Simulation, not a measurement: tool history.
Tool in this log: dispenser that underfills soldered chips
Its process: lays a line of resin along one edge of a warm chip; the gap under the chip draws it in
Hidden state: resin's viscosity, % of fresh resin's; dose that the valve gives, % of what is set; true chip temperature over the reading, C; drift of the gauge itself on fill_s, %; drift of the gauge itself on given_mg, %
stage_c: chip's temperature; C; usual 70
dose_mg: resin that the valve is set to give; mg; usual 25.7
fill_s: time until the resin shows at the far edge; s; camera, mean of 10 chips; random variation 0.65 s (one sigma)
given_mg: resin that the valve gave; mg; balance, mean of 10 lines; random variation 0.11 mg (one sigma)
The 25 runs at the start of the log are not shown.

run,hour,stage_c,dose_mg,hours of work since the syringe was changed,hours of work since the valve was cleaned,hours of work since the stage was calibrated,fill_s,given_mg
26,100.6,60,25.1,11,91,214,178.1,23.18
# hour 101.7: new syringe of resin
27,103.9,60,25.1,2,93,216,93.3,22.95
28,108.3,74,27.1,5,97,220,76.4,24.77
29,111.7,59,26.5,8,99,222,142,24.2
30,114.3,59,26.6,10,101,224,164.8,24.11
# hour 117.4: new syringe of resin
31,117.4,69,31.1,0,104,226,60.5,28.22
32,123.1,71,30.2,4,108,231,77.9,27.54
33,128.2,57,23.6,8,112,234,163.6,21.4
# hour 133.2: new syringe of resin
34,133.8,57,23.6,0,116,239,95.2,21.28
35,138,57,23.6,4,119,242,118.2,21.11
36,143.2,73,25.7,8,123,246,92.2,22.98
37,146,73,24.4,10,125,248,109.7,21.73

Consider 3 possible next runs. They are alternatives, not a sequence: every one starts from the tool as it was left by run 37. What does each give?
# hour 148.7: new syringe of resin
A,150.4,58,26,1,128,251,?,?
# hour 148.7: new syringe of resin
B,150.4,80,24.4,1,128,251,?,?
# hour 148.7: new syringe of resin
C,150.4,73,23,1,128,251,?,?

run,fill_s,given_mg
A,94.1,23.19
B,51.4,21.66
C,64.1,20.5
Without the tool's hidden state the same runs would have given:
run,fill_s,given_mg
A,81.3,26.04
B,44.2,24.31
C,54.7,23.01

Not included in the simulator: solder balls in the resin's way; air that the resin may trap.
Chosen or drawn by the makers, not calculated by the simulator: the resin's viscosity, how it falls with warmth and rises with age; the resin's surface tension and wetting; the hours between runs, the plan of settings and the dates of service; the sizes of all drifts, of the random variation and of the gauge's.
